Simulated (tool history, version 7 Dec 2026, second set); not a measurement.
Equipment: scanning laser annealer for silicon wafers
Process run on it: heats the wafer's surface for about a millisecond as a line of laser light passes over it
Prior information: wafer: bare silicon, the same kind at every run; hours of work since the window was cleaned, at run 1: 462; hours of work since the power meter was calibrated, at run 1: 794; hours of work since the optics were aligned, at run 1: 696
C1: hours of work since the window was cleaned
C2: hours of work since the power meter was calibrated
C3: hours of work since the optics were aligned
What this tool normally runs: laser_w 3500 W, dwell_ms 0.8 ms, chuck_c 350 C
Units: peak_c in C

Run 1, hour 0: usual settings; C1 462; C2 794; C3 696. Result: peak_c 1075 C.
Run 2, hour 63.4: usual settings but laser_w 3465 W; C1 493; C2 824; C3 727. Result: peak_c 1070 C.
Run 3, hour 96.1: usual settings but chuck_c 336 C; C1 508; C2 840; C3 742. Result: peak_c 1059 C.
Run 4, hour 153.4: usual settings but chuck_c 336 C; C1 535; C2 867; C3 769. Result: peak_c 1057 C.
Run 5, hour 187.8: usual settings but chuck_c 336 C; C1 552; C2 883; C3 786. Result: peak_c 1060 C.
Run 6, hour 242.6: usual settings but chuck_c 322 C; C1 578; C2 909; C3 812. Result: peak_c 1043 C.
Run 7, hour 298.9: usual settings but chuck_c 322 C; C1 604; C2 936; C3 838. Result: peak_c 1040 C.
At hour 332.5: window over the wafer cleaned.
Run 8, hour 371.4: usual settings but chuck_c 322 C; C1 18; C2 969; C3 872. Result: peak_c 1063 C.
Run 9, hour 433: usual settings but chuck_c 322 C; C1 48; C2 999; C3 901. Result: peak_c 1065 C.
Run 10, hour 475.6: usual settings but laser_w 3563 W; C1 68; C2 1019; C3 921. Result: peak_c 1106 C.
Run 11, hour 520.2: usual settings but laser_w 3563 W; C1 89; C2 1040; C3 942. Result: peak_c 1106 C.
Run 12, hour 554.1: usual settings but laser_w 3563 W; C1 105; C2 1056; C3 958. Result: peak_c 1101 C.
Run 13, hour 588.8: usual settings but laser_w 3563 W; C1 122; C2 1073; C3 975. Result: peak_c 1102 C.
Run 14, hour 647.3: usual settings but laser_w 3563 W; C1 149; C2 1100; C3 1003. Result: peak_c 1100 C.
Run 15, hour 678: usual settings but laser_w 3563 W; C1 164; C2 1115; C3 1017. Result: peak_c 1096 C.
Run 16, hour 731.5: usual settings but laser_w 3287 W; C1 189; C2 1140; C3 1043. Result: peak_c 1045 C.
Run 17, hour 802.7: usual settings but laser_w 3571 W, dwell_ms 0.93 ms; C1 223; C2 1174; C3 1076. Result: peak_c 1161 C.
Run 18, hour 837.5: usual settings but laser_w 3491 W, dwell_ms 0.93 ms, chuck_c 368 C; C1 240; C2 1191; C3 1093. Result: peak_c 1160 C.
Run 19, hour 896.8: usual settings but laser_w 3150 W, dwell_ms 0.93 ms, chuck_c 368 C; C1 268; C2 1219; C3 1121. Result: peak_c 1089 C.
Run 20, hour 954.5: usual settings but laser_w 3840 W, dwell_ms 0.862 ms, chuck_c 311 C; C1 295; C2 1246; C3 1148. Result: peak_c 1140 C.
Run 21, hour 991.2: usual settings but laser_w 3840 W, dwell_ms 0.862 ms, chuck_c 311 C; C1 313; C2 1264; C3 1166. Result: peak_c 1137 C.
Run 22, hour 1036.1: usual settings but dwell_ms 0.852 ms; C1 334; C2 1285; C3 1187. Result: peak_c 1105 C.
Run 23, hour 1078.5: usual settings but laser_w 3294 W, dwell_ms 0.616 ms, chuck_c 378 C; C1 354; C2 1305; C3 1207. Result: peak_c 977 C.
Run 24, hour 1132.7: usual settings but laser_w 3075 W; C1 380; C2 1331; C3 1233. Result: peak_c 994 C.
Run 25, hour 1182.4: usual settings but laser_w 3075 W, dwell_ms 0.565 ms; C1 403; C2 1354; C3 1257. Result: peak_c 886 C.
Run 26, hour 1241.8: usual settings but laser_w 3075 W, dwell_ms 0.565 ms; C1 431; C2 1382; C3 1285. Result: peak_c 884 C.
Run 27, hour 1280.8: usual settings but dwell_ms 0.793 ms, chuck_c 357 C; C1 450; C2 1401; C3 1303. Result: peak_c 1074 C.
Run 28, hour 1317.6: usual settings but laser_w 3645 W, dwell_ms 0.793 ms, chuck_c 336 C; C1 467; C2 1418; C3 1321. Result: peak_c 1083 C.
Run 29, hour 1352.5: usual settings but laser_w 3223 W, dwell_ms 0.793 ms, chuck_c 326 C; C1 484; C2 1435; C3 1337. Result: peak_c 991 C.

Forecast each of these 5 alternatives for the next run:
Run A, hour 1389.5: usual settings but laser_w 3262 W, dwell_ms 0.653 ms, chuck_c 338 C; C1 502; C2 1453; C3 1355. Result: peak_c ?.
Run B, hour 1389.5: usual settings but laser_w 3651 W, dwell_ms 0.793 ms, chuck_c 326 C; C1 502; C2 1453; C3 1355. Result: peak_c ?.
Run C, hour 1389.5: usual settings but dwell_ms 0.71 ms; C1 502; C2 1453; C3 1355. Result: peak_c ?.
Run D, hour 1389.5: usual settings but laser_w 3334 W, dwell_ms 0.793 ms, chuck_c 389 C; C1 502; C2 1453; C3 1355. Result: peak_c ?.
Run E, hour 1389.5: usual settings but laser_w 3061 W, dwell_ms 0.886 ms, chuck_c 385 C; C1 502; C2 1453; C3 1355. Result: peak_c ?.

run  peak_c
  A     940
  B    1072
  C    1026
  D    1074
  E    1060
With no hidden state in the tool, these same runs would have given:
run  peak_c
  A     964
  B    1102
  C    1053
  D    1101
  E    1087
